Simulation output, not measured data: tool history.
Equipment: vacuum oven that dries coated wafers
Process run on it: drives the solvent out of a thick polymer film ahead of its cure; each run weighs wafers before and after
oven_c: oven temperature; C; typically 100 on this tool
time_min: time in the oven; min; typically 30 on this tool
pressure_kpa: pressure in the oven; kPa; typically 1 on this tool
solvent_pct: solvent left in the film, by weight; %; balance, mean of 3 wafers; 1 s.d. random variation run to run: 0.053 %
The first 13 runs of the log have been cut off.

{"run": 14, "day": 4.608, "oven_c": 100, "time_min": 30, "pressure_kpa": 1, "solvent_pct": 1.96}
{"run": 15, "day": 5.1, "oven_c": 100, "time_min": 40, "pressure_kpa": 1, "solvent_pct": 1.6}
{"run": 16, "day": 5.325, "oven_c": 100, "time_min": 40, "pressure_kpa": 1, "solvent_pct": 1.52}
{"day": 5.442, "done": "vacuum gauge cleaned of residue and calibrated, once more"}
{"run": 17, "day": 5.842, "oven_c": 100, "time_min": 30, "pressure_kpa": 1, "solvent_pct": 1.9}
{"run": 18, "day": 6.104, "oven_c": 102, "time_min": 19, "pressure_kpa": 2.39, "solvent_pct": 4.56}
{"run": 19, "day": 6.388, "oven_c": 105, "time_min": 35, "pressure_kpa": 1, "solvent_pct": 1.27}
{"run": 20, "day": 6.771, "oven_c": 100, "time_min": 30, "pressure_kpa": 0.98, "solvent_pct": 1.91}
{"run": 21, "day": 7.283, "oven_c": 100, "time_min": 30, "pressure_kpa": 0.98, "solvent_pct": 1.96}
{"run": 22, "day": 7.758, "oven_c": 100, "time_min": 30, "pressure_kpa": 0.98, "solvent_pct": 1.84}
{"run": 23, "day": 8.225, "oven_c": 100, "time_min": 30, "pressure_kpa": 1.24, "solvent_pct": 2.25}
{"run": 24, "day": 8.579, "oven_c": 96, "time_min": 30, "pressure_kpa": 2.57, "solvent_pct": 4.71}
{"run": 25, "day": 9.071, "oven_c": 96, "time_min": 30, "pressure_kpa": 2.57, "solvent_pct": 4.72}
{"run": 26, "day": 9.55, "oven_c": 96, "time_min": 30, "pressure_kpa": 2.57, "solvent_pct": 4.69}
{"run": 27, "day": 10.012, "oven_c": 96, "time_min": 30, "pressure_kpa": 2.57, "solvent_pct": 4.69}
{"run": 28, "day": 10.292, "oven_c": 96, "time_min": 22, "pressure_kpa": 0.92, "solvent_pct": 3.43}
{"run": 29, "day": 10.738, "oven_c": 103, "time_min": 32, "pressure_kpa": 1, "solvent_pct": 1.45}
{"run": 30, "day": 11.133, "oven_c": 103, "time_min": 32, "pressure_kpa": 1, "solvent_pct": 1.58}
{"run": 31, "day": 11.488, "oven_c": 89, "time_min": 30, "pressure_kpa": 1.91, "solvent_pct": 5.37}
{"run": 32, "day": 11.975, "oven_c": 97, "time_min": 20, "pressure_kpa": 1.91, "solvent_pct": 4.92}
{"run": 33, "day": 12.35, "oven_c": 108, "time_min": 29, "pressure_kpa": 0.59, "solvent_pct": 0.8}
{"run": 34, "day": 12.762, "oven_c": 108, "time_min": 29, "pressure_kpa": 0.59, "solvent_pct": 0.75}

3 options for the next run, each taken on its own from the tool as it stands now. Forecast them:
{"run": "A", "day": 13.188, "oven_c": 100, "time_min": 30, "pressure_kpa": 0.58, "solvent_pct": "?"}
{"run": "B", "day": 13.188, "oven_c": 108, "time_min": 30, "pressure_kpa": 1, "solvent_pct": "?"}
{"run": "C", "day": 13.188, "oven_c": 108, "time_min": 29, "pressure_kpa": 2.21, "solvent_pct": "?"}

run=A solvent_pct=1.49
run=B solvent_pct=1.29
run=C solvent_pct=2.4
Take away the tool's hidden state, keep each run's random variation, and the runs would have read:
run=A solvent_pct=1.61
run=B solvent_pct=1.36
run=C solvent_pct=2.53

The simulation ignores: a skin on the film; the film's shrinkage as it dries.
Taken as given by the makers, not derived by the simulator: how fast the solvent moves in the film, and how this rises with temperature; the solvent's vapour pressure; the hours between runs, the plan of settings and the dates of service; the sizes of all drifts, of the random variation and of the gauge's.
